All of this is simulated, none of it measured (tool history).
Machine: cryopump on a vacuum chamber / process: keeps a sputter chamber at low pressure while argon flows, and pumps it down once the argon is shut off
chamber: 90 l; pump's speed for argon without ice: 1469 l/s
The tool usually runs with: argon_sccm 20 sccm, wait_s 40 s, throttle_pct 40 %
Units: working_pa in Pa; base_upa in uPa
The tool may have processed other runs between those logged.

Run 1, hour 0.0: usual settings. Result: working_pa 0.0605 Pa, base_upa 4.11 uPa.
Run 2, hour 18.1: usual settings. Result: working_pa 0.0604 Pa, base_upa 4.13 uPa.
Run 3, hour 44.5: usual settings. Result: working_pa 0.0612 Pa, base_upa 3.94 uPa.
Run 4, hour 62.9: usual settings. Result: working_pa 0.0603 Pa, base_upa 4.20 uPa.
Run 5, hour 79.5: usual settings but wait_s 83 s. Result: working_pa 0.0605 Pa, base_upa 3.57 uPa.
Run 6, hour 96.3: usual settings. Result: working_pa 0.0612 Pa, base_upa 4.00 uPa.
Run 7, hour 126.7: usual settings but wait_s 51 s. Result: working_pa 0.0621 Pa, base_upa 3.89 uPa.
Run 8, hour 146.4: usual settings but wait_s 27 s. Result: working_pa 0.0624 Pa, base_upa 4.66 uPa.
Run 9, hour 179.2: usual settings. Result: working_pa 0.0621 Pa, base_upa 4.37 uPa.
Run 10, hour 196.4: usual settings. Result: working_pa 0.0622 Pa, base_upa 4.32 uPa.
Run 11, hour 213.2: usual settings. Result: working_pa 0.0632 Pa, base_upa 4.35 uPa.
Run 12, hour 235.5: usual settings. Result: working_pa 0.0634 Pa, base_upa 4.29 uPa.
Run 13, hour 268.6: usual settings. Result: working_pa 0.0632 Pa, base_upa 4.40 uPa.
Run 14, hour 289.7: usual settings. Result: working_pa 0.0648 Pa, base_upa 4.51 uPa.
Run 15, hour 305.0: usual settings. Result: working_pa 0.0634 Pa, base_upa 4.63 uPa.
At hour 321.7: pump warmed up, emptied and cooled again.
Run 16, hour 330.3: usual settings. Result: working_pa 0.0571 Pa, base_upa 3.97 uPa.
Run 17, hour 361.8: usual settings. Result: working_pa 0.0583 Pa, base_upa 3.98 uPa.
At hour 393.7: leaking fittings of the chamber tightened, without venting.
Run 18, hour 394.0: usual settings. Result: working_pa 0.0581 Pa, base_upa 1.33 uPa.
Run 19, hour 430.0: usual settings but argon_sccm 30 sccm, wait_s 35 s, throttle_pct 22 %. Result: working_pa 0.1576 Pa, base_upa 1.49 uPa.
Run 20, hour 454.8: usual settings but argon_sccm 30 sccm, wait_s 193 s, throttle_pct 22 %. Result: working_pa 0.1582 Pa, base_upa 0.49 uPa.
Run 21, hour 487.8: usual settings but argon_sccm 30 sccm, wait_s 193 s, throttle_pct 22 %. Result: working_pa 0.1590 Pa, base_upa 0.54 uPa.
Run 22, hour 512.5: usual settings but argon_sccm 30 sccm, wait_s 193 s, throttle_pct 22 %. Result: working_pa 0.1595 Pa, base_upa 0.55 uPa.
Run 23, hour 544.6: usual settings but argon_sccm 15 sccm, wait_s 31 s, throttle_pct 43 %. Result: working_pa 0.0422 Pa, base_upa 1.79 uPa.
Run 24, hour 579.7: usual settings but argon_sccm 15 sccm, wait_s 31 s, throttle_pct 43 %. Result: working_pa 0.0420 Pa, base_upa 1.76 uPa.
Run 25, hour 612.5: usual settings but throttle_pct 32 %. Result: working_pa 0.0749 Pa, base_upa 1.55 uPa.
Run 26, hour 634.1: usual settings but wait_s 125 s. Result: working_pa 0.0615 Pa, base_upa 0.78 uPa.
Run 27, hour 659.5: usual settings but wait_s 125 s. Result: working_pa 0.0616 Pa, base_upa 0.82 uPa.
Run 28, hour 689.7: usual settings but argon_sccm 23 sccm, wait_s 87 s. Result: working_pa 0.0705 Pa, base_upa 1.00 uPa.
Run 29, hour 721.2: usual settings but argon_sccm 23 sccm, wait_s 87 s. Result: working_pa 0.0714 Pa, base_upa 1.05 uPa.
Run 30, hour 748.4: usual settings but argon_sccm 23 sccm, wait_s 87 s. Result: working_pa 0.0723 Pa, base_upa 1.05 uPa.
Run 31, hour 763.0: usual settings but argon_sccm 23 sccm, wait_s 87 s. Result: working_pa 0.0712 Pa, base_upa 1.06 uPa.
Run 32, hour 784.2: usual settings but argon_sccm 23 sccm, wait_s 87 s. Result: working_pa 0.0705 Pa, base_upa 1.02 uPa.
Run 33, hour 817.2: usual settings but argon_sccm 9 sccm, wait_s 148 s, throttle_pct 16 %. Result: working_pa 0.0670 Pa, base_upa 0.89 uPa.

Consider 3 possible next runs. They are alternatives, not a sequence: every one starts from the tool as it was left by run 33. What does each give?
Run A, hour 839.6: usual settings but throttle_pct 56 %. Result: working_pa ?, base_upa ?.
Run B, hour 839.6: usual settings but argon_sccm 9 sccm, throttle_pct 46 %. Result: working_pa ?, base_upa ?.
Run C, hour 839.6: usual settings but argon_sccm 23 sccm, wait_s 148 s, throttle_pct 21 %. Result: working_pa ?, base_upa ?.

run  working_pa  base_upa
  A      0.0457      1.75
  B      0.0258      1.70
  C      0.1304      0.93
Had the tool no hidden state, the same runs would have come out as:
run  working_pa  base_upa
  A      0.0405      1.32
  B      0.0234      1.27
  C      0.1244      0.50
